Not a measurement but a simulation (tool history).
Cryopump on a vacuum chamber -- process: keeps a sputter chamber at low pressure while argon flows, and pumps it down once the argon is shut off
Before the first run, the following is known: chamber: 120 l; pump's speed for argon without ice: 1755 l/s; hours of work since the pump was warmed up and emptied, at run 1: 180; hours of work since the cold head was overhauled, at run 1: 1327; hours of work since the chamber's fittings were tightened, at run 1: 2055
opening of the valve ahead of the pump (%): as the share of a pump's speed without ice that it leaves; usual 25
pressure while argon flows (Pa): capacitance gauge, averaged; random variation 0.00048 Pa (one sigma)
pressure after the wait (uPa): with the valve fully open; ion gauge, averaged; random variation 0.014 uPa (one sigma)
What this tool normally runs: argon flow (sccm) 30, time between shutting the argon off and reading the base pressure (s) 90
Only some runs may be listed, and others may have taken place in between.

run     day  argon flow (sccm)  time between shutting the argon off and reading the base pressure (s)  opening of the valve ahead of the pump (%)  hours of work since the pump was warmed up and emptied  hours of work since the cold head was overhauled  hours of work since the chamber's fittings were tightened  pressure while argon flows (Pa)  pressure after the wait (uPa)
  1   0.000                 30                                                                     90                                          25                                                     180                                              1327                                                       2055                           0.1167                           0.69
  2   1.004                 30                                                                     90                                          25                                                     200                                              1347                                                       2075                           0.1175                           0.69
  3   2.304                 30                                                                     90                                          25                                                     226                                              1373                                                       2101                           0.1181                           0.70
  4   3.325                 30                                                                     90                                          25                                                     246                                              1394                                                       2122                           0.1188                           0.69
  5   4.067                 30                                                                     90                                          25                                                     261                                              1409                                                       2136                           0.1196                           0.70
  6   5.533                 30                                                                     90                                          25                                                     290                                              1438                                                       2166                           0.1179                           0.74
  7   7.083                 30                                                                     90                                          25                                                     322                                              1469                                                       2197                           0.1188                           0.74
  8   8.538                 30                                                                     90                                          25                                                     351                                              1498                                                       2226                           0.1199                           0.74
  9   9.754                 30                                                                    141                                          25                                                     375                                              1523                                                       2250                           0.1190                           0.60
 10  11.321                 30                                                                    121                                          25                                                     406                                              1554                                                       2282                           0.1196                           0.67
 11  12.054                 30                                                                    121                                          25                                                     421                                              1569                                                       2297                           0.1202                           0.65
 12  12.762                 30                                                                    121                                          25                                                     435                                              1583                                                       2311                           0.1198                           0.68
     13.442  -- leaking fittings of the chamber tightened, without venting
 13  14.442                 30                                                                    118                                          25                                                     467                                              1615                                                         20                           0.1207                           0.46
 14  15.867                 19                                                                     68                                          56                                                     496                                              1644                                                         49                           0.0364                           0.68
 15  16.958                 30                                                                     90                                          30                                                     518                                              1666                                                         71                           0.1010                           0.56
     18.288  -- pump warmed up, emptied and cooled again
 16  18.375                 23                                                                     84                                          23                                                       2                                              1690                                                         95                           0.0973                           0.58
 17  19.283                 17                                                                     24                                          25                                                      20                                              1708                                                        113                           0.0665                           1.45
 18  21.004                 30                                                                     90                                          42                                                      54                                              1742                                                        147                           0.0701                           0.52
 19  22.500                 46                                                                    197                                          27                                                      85                                              1772                                                        177                           0.1648                           0.32
 20  24.062                 46                                                                    197                                          24                                                     116                                              1804                                                        209                           0.1878                           0.36
 21  25.733                 16                                                                    213                                          34                                                     149                                              1837                                                        242                           0.0467                           0.34
 22  27.292                 16                                                                    213                                          34                                                     181                                              1868                                                        273                           0.0470                           0.34
 23  28.408                 12                                                                     43                                          17                                                     203                                              1891                                                        296                           0.0683                           0.92
 24  29.792                 30                                                                     50                                          53                                                     231                                              1919                                                        324                           0.0574                           0.82
 25  30.892                 16                                                                    153                                          25                                                     253                                              1941                                                        346                           0.0633                           0.42
 26  31.692                 30                                                                     38                                          25                                                     269                                              1957                                                        362                           0.1191                           1.04

Describe how what the log doesn't record of the tool's condition differs between the last listed run preceding each entry between runs and the first listed run following it.
From run 12 to run 13: leaking fittings of the chamber tightened, without venting (day 13.442)
  pump's speed, % of a pump's without ice: 88.2 -> 87.3; cold plate's temperature, K: 12.96 -> 12.98; leak into the chamber, uPa l/s: 626 -> 313
  the result without the hidden state subtracted from the measured one, pressure while argon flows (Pa): +0.0045 -> +0.0048; pressure after the wait (uPa): +0.24 -> +0.04
From run 15 to run 16: pump warmed up, emptied and cooled again (day 18.288)
  pump's speed, % of a pump's without ice: 85.9 -> 99.2; cold plate's temperature, K: 13.01 -> 13.02; leak into the chamber, uPa l/s: 319 -> 322
  the result without the hidden state subtracted from the measured one, pressure while argon flows (Pa): +0.0054 -> +0.0006; pressure after the wait (uPa): +0.05 -> +0.02
